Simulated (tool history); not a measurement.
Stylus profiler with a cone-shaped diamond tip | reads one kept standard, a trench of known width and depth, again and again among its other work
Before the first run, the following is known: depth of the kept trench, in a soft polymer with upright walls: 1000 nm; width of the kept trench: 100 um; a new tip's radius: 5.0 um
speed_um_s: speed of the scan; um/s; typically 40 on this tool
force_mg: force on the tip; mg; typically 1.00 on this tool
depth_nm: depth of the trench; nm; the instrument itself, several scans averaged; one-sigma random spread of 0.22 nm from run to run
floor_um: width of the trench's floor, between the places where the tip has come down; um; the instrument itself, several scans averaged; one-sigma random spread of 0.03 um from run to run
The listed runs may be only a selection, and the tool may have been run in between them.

Run 1, day 0.000: usual settings. Result: depth_nm 1006.02 nm, floor_um 93.79 um.
Run 2, day 0.804: usual settings. Result: depth_nm 1006.09 nm, floor_um 93.76 um.
Run 3, day 2.088: usual settings. Result: depth_nm 1005.83 nm, floor_um 93.81 um.
Run 4, day 3.267: usual settings. Result: depth_nm 1005.98 nm, floor_um 93.81 um.
Run 5, day 4.138: usual settings. Result: depth_nm 1005.67 nm, floor_um 93.77 um.
Run 6, day 5.083: usual settings. Result: depth_nm 1006.05 nm, floor_um 93.79 um.
Run 7, day 6.425: usual settings. Result: depth_nm 1006.11 nm, floor_um 93.81 um.
Run 8, day 7.217: usual settings. Result: depth_nm 1005.95 nm, floor_um 93.79 um.
At day 7.825: new tip fitted, height scale calibrated.
Run 9, day 8.471: usual settings. Result: depth_nm 1005.68 nm, floor_um 93.76 um.
Run 10, day 9.217: usual settings. Result: depth_nm 1005.95 nm, floor_um 93.81 um.
Run 11, day 10.396: usual settings but speed_um_s 30 um/s. Result: depth_nm 1005.77 nm, floor_um 93.85 um.
Run 12, day 11.308: usual settings but speed_um_s 23 um/s. Result: depth_nm 1006.42 nm, floor_um 93.87 um.
Run 13, day 12.267: usual settings but speed_um_s 23 um/s, force_mg 2.88 mg. Result: depth_nm 1012.41 nm, floor_um 93.91 um.
Run 14, day 13.833: usual settings but speed_um_s 23 um/s, force_mg 2.88 mg. Result: depth_nm 1012.52 nm, floor_um 93.89 um.
Run 15, day 15.212: usual settings but speed_um_s 23 um/s, force_mg 2.88 mg. Result: depth_nm 1012.02 nm, floor_um 93.93 um.
Run 16, day 15.862: usual settings but speed_um_s 23 um/s, force_mg 2.34 mg. Result: depth_nm 1010.86 nm, floor_um 93.89 um.
Run 17, day 17.446: usual settings but speed_um_s 23 um/s, force_mg 2.34 mg. Result: depth_nm 1010.62 nm, floor_um 93.90 um.
Run 18, day 18.538: usual settings. Result: depth_nm 1005.81 nm, floor_um 93.79 um.
Run 19, day 19.888: usual settings. Result: depth_nm 1005.91 nm, floor_um 93.83 um.
Run 20, day 20.879: usual settings but speed_um_s 80 um/s. Result: depth_nm 1005.69 nm, floor_um 93.61 um.
Run 21, day 22.233: usual settings but speed_um_s 80 um/s. Result: depth_nm 1005.96 nm, floor_um 93.60 um.
Run 22, day 23.754: usual settings but speed_um_s 80 um/s. Result: depth_nm 1005.80 nm, floor_um 93.60 um.
Run 23, day 24.808: usual settings. Result: depth_nm 1005.89 nm, floor_um 93.73 um.
Run 24, day 25.662: usual settings but speed_um_s 13 um/s, force_mg 2.49 mg. Result: depth_nm 1011.00 nm, floor_um 93.94 um.
Run 25, day 26.392: usual settings but speed_um_s 146 um/s, force_mg 1.51 mg. Result: depth_nm 1008.14 nm, floor_um 93.36 um.
Run 26, day 27.475: usual settings but speed_um_s 146 um/s, force_mg 1.51 mg. Result: depth_nm 1007.94 nm, floor_um 93.37 um.
Run 27, day 28.775: usual settings but speed_um_s 148 um/s, force_mg 1.68 mg. Result: depth_nm 1008.56 nm, floor_um 93.42 um.
Run 28, day 29.933: usual settings but speed_um_s 148 um/s, force_mg 1.68 mg. Result: depth_nm 1008.61 nm, floor_um 93.39 um.
Run 29, day 31.388: usual settings but speed_um_s 26 um/s, force_mg 2.34 mg. Result: depth_nm 1010.58 nm, floor_um 93.89 um.
Run 30, day 32.625: usual settings but speed_um_s 26 um/s, force_mg 2.34 mg. Result: depth_nm 1010.86 nm, floor_um 93.85 um.
Run 31, day 33.796: usual settings but speed_um_s 26 um/s, force_mg 2.34 mg. Result: depth_nm 1010.42 nm, floor_um 93.91 um.
Run 32, day 34.833: usual settings but speed_um_s 88 um/s, force_mg 0.62 mg. Result: depth_nm 1004.26 nm, floor_um 93.40 um.
Run 33, day 36.104: usual settings but speed_um_s 88 um/s, force_mg 0.62 mg. Result: depth_nm 1004.60 nm, floor_um 93.45 um.
Run 34, day 37.092: usual settings but speed_um_s 88 um/s, force_mg 0.62 mg. Result: depth_nm 1004.47 nm, floor_um 93.43 um.
Run 35, day 38.479: usual settings but force_mg 0.93 mg. Result: depth_nm 1005.99 nm, floor_um 93.77 um.
Run 36, day 39.533: usual settings but force_mg 0.93 mg. Result: depth_nm 1005.48 nm, floor_um 93.79 um.
Run 37, day 41.083: usual settings but speed_um_s 100 um/s, force_mg 0.86 mg. Result: depth_nm 1005.62 nm, floor_um 93.44 um.
Run 38, day 41.962: usual settings but speed_um_s 17 um/s, force_mg 2.19 mg. Result: depth_nm 1010.48 nm, floor_um 93.95 um.
Run 39, day 42.779: usual settings but speed_um_s 17 um/s, force_mg 2.19 mg. Result: depth_nm 1010.00 nm, floor_um 93.93 um.
Run 40, day 43.800: usual settings but speed_um_s 17 um/s, force_mg 2.19 mg. Result: depth_nm 1009.90 nm, floor_um 93.90 um.
Run 41, day 44.900: usual settings but speed_um_s 17 um/s, force_mg 2.19 mg. Result: depth_nm 1010.31 nm, floor_um 93.93 um.
Run 42, day 45.842: usual settings but speed_um_s 82 um/s, force_mg 0.82 mg. Result: depth_nm 1005.33 nm, floor_um 93.51 um.
Run 43, day 46.538: usual settings but force_mg 0.52 mg. Result: depth_nm 1004.02 nm, floor_um 93.71 um.
Run 44, day 47.458: usual settings but force_mg 0.52 mg. Result: depth_nm 1003.38 nm, floor_um 93.75 um.
Run 45, day 48.312: usual settings but speed_um_s 14 um/s, force_mg 1.34 mg. Result: depth_nm 1007.23 nm, floor_um 93.89 um.
Run 46, day 49.833: usual settings but speed_um_s 41 um/s, force_mg 1.89 mg. Result: depth_nm 1009.24 nm, floor_um 93.89 um.

Here are 3 independent what-if runs from the current tool condition. What would each one return?
Run A, day 51.012: usual settings but speed_um_s 39 um/s, force_mg 2.19 mg. Result: depth_nm ?, floor_um ?.
Run B, day 51.012: usual settings but speed_um_s 25 um/s, force_mg 2.42 mg. Result: depth_nm ?, floor_um ?.
Run C, day 51.012: usual settings but speed_um_s 145 um/s, force_mg 0.80 mg. Result: depth_nm ?, floor_um ?.

run  depth_nm  floor_um
  A   1010.21     93.88
  B   1011.07     93.89
  C   1005.15     93.12
What these runs would have given with no unlogged condition in the tool:
run  depth_nm  floor_um
  A   1010.21     93.88
  B   1011.06     93.90
  C   1005.14     93.13
